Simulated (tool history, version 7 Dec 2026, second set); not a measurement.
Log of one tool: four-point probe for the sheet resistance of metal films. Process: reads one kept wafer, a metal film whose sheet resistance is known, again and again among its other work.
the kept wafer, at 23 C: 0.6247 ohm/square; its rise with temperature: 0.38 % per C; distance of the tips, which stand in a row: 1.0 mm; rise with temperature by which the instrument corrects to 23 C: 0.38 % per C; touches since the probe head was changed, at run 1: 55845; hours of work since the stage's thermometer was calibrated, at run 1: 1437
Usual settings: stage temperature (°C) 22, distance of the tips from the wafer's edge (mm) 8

run	day	stage temperature (°C)	distance of the tips from the wafer's edge (mm)	touches since the probe head was changed	hours of work since the stage's thermometer was calibrated	sheet resistance as the instrument gives it (ohm/square)
1	0.000	22	8	55845	1437	0.625534
2	2.825	22	8	58269	1466	0.625159
3	4.538	22	8	59742	1484	0.625144
4	6.162	22	8	61136	1501	0.625176
5	8.292	28	8	62964	1523	0.625463
# day 9.533: stage's thermometer calibrated
6	10.912	22	10	65197	14	0.623313
7	14.021	22	40	67867	46	0.619829
8	15.958	22	4	69531	66	0.639915
9	17.662	22	6	70994	84	0.628656
10	20.708	22	46	73611	115	0.619542
11	22.288	21	5	74966	132	0.632049
12	24.850	33	21	77168	158	0.620087
13	26.550	34	57	78626	175	0.619440
14	30.054	22	12	81635	212	0.620801
15	32.538	19	6	83769	237	0.627423
16	34.071	30	18	85086	253	0.619569
17	36.421	30	18	87105	277	0.619504

4 ways to go on from here, each from the tool as it stands after run 17. What would each give?
A	39.083	24	24	89390	305	?
B	39.083	31	51	89390	305	?
C	39.083	35	4	89390	305	?
D	39.083	19	69	89390	305	?

run	sheet resistance as the instrument gives it (ohm/square)
A	0.618442
B	0.618417
C	0.638773
D	0.617655
Without the tool's hidden state the same runs would have given:
run	sheet resistance as the instrument gives it (ohm/square)
A	0.625196
B	0.625166
C	0.645723
D	0.624406
